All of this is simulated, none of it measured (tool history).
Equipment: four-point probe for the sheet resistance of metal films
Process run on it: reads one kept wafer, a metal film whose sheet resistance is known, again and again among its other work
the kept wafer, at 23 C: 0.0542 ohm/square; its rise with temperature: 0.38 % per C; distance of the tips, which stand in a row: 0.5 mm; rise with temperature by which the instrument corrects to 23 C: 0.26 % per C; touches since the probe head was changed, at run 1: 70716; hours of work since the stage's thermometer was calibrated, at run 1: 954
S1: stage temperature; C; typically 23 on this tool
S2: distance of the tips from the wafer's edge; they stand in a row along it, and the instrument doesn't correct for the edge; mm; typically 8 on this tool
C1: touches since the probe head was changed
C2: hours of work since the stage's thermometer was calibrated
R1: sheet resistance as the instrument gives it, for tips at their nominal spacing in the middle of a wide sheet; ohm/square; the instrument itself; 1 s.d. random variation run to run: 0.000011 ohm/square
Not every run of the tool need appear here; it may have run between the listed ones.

run     day  S1  S2     C1    C2        R1
  1       0  23   8  70716   954  0.055208
  2   3.396  23   8  73003   990  0.055233
  3   5.804  23   8  74625  1015  0.055251
  4  10.842  23   8  78020  1069  0.055295
     11.892  -- new probe head fitted
  5  16.612  34   8   3180  1130  0.055263
  6  19.133  19   8   4877  1156  0.054322
  7  23.979  23   8   8142  1208  0.054619
  8  28.858  23   8  11431  1260  0.054668
  9  31.804  23   8  13416  1291   0.05471
     34.096  -- stage's thermometer calibrated
 10  34.746  23   8  15384     7  0.054612
 11   37.95  23   8  17541    41  0.054631
 12  40.408  23   8  19197    67  0.054657
 13  45.633  23   8  22719   123  0.054709
 14  51.162  23  40  26444   181  0.054647
 15  55.908  23  40  29640   232  0.054677
 16  60.208  23  40  32537   277  0.054727
 17  64.712  23  40  35573   325  0.054754
 18  69.483  23  40  38787   376  0.054791
 19    72.8  23  40  41023   411  0.054837
 20  76.583  23   3  43572   451  0.055663
 21  80.854  23   3  46450   497  0.055688
 22  84.321  23   8  48785   534  0.055021

What does the tool deliver on the next run?
 23  88.983  33   9  51927  583   ?

For run 23 the tool returned R1 0.055684 ohm/square.
Had the tool carried no hidden state, the very same run would have given R1 0.054932 ohm/square.
